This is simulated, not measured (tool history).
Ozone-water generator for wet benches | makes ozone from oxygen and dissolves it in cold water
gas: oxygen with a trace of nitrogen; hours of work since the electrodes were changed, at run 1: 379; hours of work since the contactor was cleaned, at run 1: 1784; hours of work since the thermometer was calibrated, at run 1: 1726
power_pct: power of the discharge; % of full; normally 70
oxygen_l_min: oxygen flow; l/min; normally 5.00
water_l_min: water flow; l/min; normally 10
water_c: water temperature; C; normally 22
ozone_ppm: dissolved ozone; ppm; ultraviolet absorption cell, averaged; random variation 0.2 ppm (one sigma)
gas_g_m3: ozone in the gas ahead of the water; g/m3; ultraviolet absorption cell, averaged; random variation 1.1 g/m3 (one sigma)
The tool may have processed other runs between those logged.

| run | day | power_pct | oxygen_l_min | water_l_min | water_c | hours of work since the electrodes were changed | hours of work since the contactor was cleaned | hours of work since the thermometer was calibrated | ozone_ppm | gas_g_m3 |
|---|---|---|---|---|---|---|---|---|---|---|
| 1 | 0.000 | 70 | 5.00 | 10 | 22 | 379 | 1784 | 1726 | 28.0 | 196.8 |
| 2 | 1.946 | 70 | 5.00 | 10 | 22 | 423 | 1828 | 1771 | 27.8 | 196.5 |
| 3 | 3.488 | 70 | 6.49 | 10 | 22 | 459 | 1863 | 1806 | 27.5 | 180.2 |
| 4 | 5.571 | 70 | 5.00 | 10 | 22 | 506 | 1911 | 1853 | 28.1 | 195.2 |
| 5 | 7.054 | 70 | 5.00 | 10 | 22 | 540 | 1945 | 1887 | 27.9 | 195.5 |
| 6 | 8.362 | 70 | 5.00 | 10 | 22 | 570 | 1975 | 1917 | 28.2 | 198.9 |
| 7 | 9.975 | 70 | 5.00 | 10 | 22 | 607 | 2012 | 1954 | 27.8 | 194.7 |
| 8 | 12.142 | 70 | 5.00 | 10 | 19 | 657 | 2061 | 2004 | 29.5 | 197.9 |
| 9 | 14.192 | 70 | 5.00 | 10 | 28 | 703 | 2108 | 2051 | 24.6 | 194.3 |
| 10 | 15.517 | 63 | 5.00 | 10 | 22 | 734 | 2138 | 2081 | 26.3 | 185.1 |
| 11 | 16.817 | 63 | 5.00 | 10 | 22 | 763 | 2168 | 2111 | 26.9 | 186.1 |
| 12 | 17.921 | 63 | 3.46 | 10 | 22 | 789 | 2193 | 2136 | 25.9 | 211.7 |
| 13 | 20.062 | 70 | 5.00 | 10 | 22 | 838 | 2242 | 2185 | 27.9 | 197.7 |
| 14 | 22.358 | 70 | 5.00 | 10 | 22 | 890 | 2295 | 2237 | 28.2 | 195.8 |
| 15 | 24.117 | 70 | 5.00 | 10 | 22 | 930 | 2335 | 2277 | 27.7 | 196.8 |
| 16 | 26.304 | 70 | 5.00 | 10 | 15 | 980 | 2385 | 2327 | 32.0 | 195.3 |
| 17 | 27.508 | 70 | 5.00 | 10 | 15 | 1008 | 2412 | 2355 | 32.3 | 194.5 |
| 18 | 28.462 | 80 | 4.22 | 10 | 22 | 1029 | 2434 | 2377 | 29.4 | 223.5 |
| 19 | 29.688 | 80 | 4.22 | 10 | 22 | 1057 | 2462 | 2405 | 29.9 | 223.1 |
| 20 | 30.917 | 52 | 5.00 | 8 | 22 | 1086 | 2490 | 2433 | 26.4 | 169.6 |
| 21 | 33.071 | 70 | 5.00 | 10 | 22 | 1135 | 2540 | 2482 | 28.0 | 196.6 |
| 22 | 34.975 | 70 | 4.47 | 10 | 22 | 1178 | 2583 | 2525 | 27.6 | 204.3 |
| 23 | 36.833 | 70 | 4.47 | 10 | 22 | 1221 | 2626 | 2568 | 27.9 | 205.0 |
|  | 37.192 | contactor cleaned |
| 24 | 38.712 | 70 | 8.32 | 6 | 22 | 1260 | 35 | 2607 | 32.3 | 165.5 |
| 25 | 39.929 | 43 | 2.61 | 10 | 20 | 1288 | 63 | 2635 | 21.3 | 189.9 |
| 26 | 41.612 | 43 | 2.61 | 10 | 20 | 1326 | 101 | 2673 | 21.2 | 192.1 |
| 27 | 43.258 | 70 | 5.00 | 10 | 18 | 1364 | 139 | 2711 | 30.2 | 195.9 |
| 28 | 45.512 | 57 | 5.00 | 10 | 19 | 1415 | 190 | 2763 | 26.9 | 176.5 |
| 29 | 46.583 | 40 | 5.00 | 9 | 22 | 1440 | 215 | 2787 | 22.5 | 147.8 |
| 30 | 48.808 | 70 | 3.15 | 9 | 17 | 1491 | 265 | 2838 | 31.2 | 228.0 |
| 31 | 50.225 | 70 | 3.15 | 9 | 17 | 1523 | 298 | 2870 | 31.1 | 228.7 |
| 32 | 52.483 | 70 | 5.00 | 7 | 19 | 1575 | 350 | 2922 | 34.8 | 197.8 |

Forecast each of these 4 alternatives for the next run:
| A | 54.417 | 70 | 5.00 | 8 | 19 | 1619 | 394 | 2966 | ? | ? |
| B | 54.417 | 91 | 5.00 | 9 | 16 | 1619 | 394 | 2966 | ? | ? |
| C | 54.417 | 97 | 8.21 | 14 | 19 | 1619 | 394 | 2966 | ? | ? |
| D | 54.417 | 70 | 5.00 | 8 | 22 | 1619 | 394 | 2966 | ? | ? |

| run | ozone_ppm | gas_g_m3 |
|---|---|---|
| A | 33.3 | 198.5 |
| B | 38.0 | 223.4 |
| C | 29.9 | 195.1 |
| D | 30.8 | 194.4 |
Take away the tool's hidden state, keep each run's random variation, and the runs would have read:
| run | ozone_ppm | gas_g_m3 |
|---|---|---|
| A | 33.3 | 198.7 |
| B | 38.1 | 223.6 |
| C | 29.9 | 195.3 |
| D | 30.8 | 194.5 |

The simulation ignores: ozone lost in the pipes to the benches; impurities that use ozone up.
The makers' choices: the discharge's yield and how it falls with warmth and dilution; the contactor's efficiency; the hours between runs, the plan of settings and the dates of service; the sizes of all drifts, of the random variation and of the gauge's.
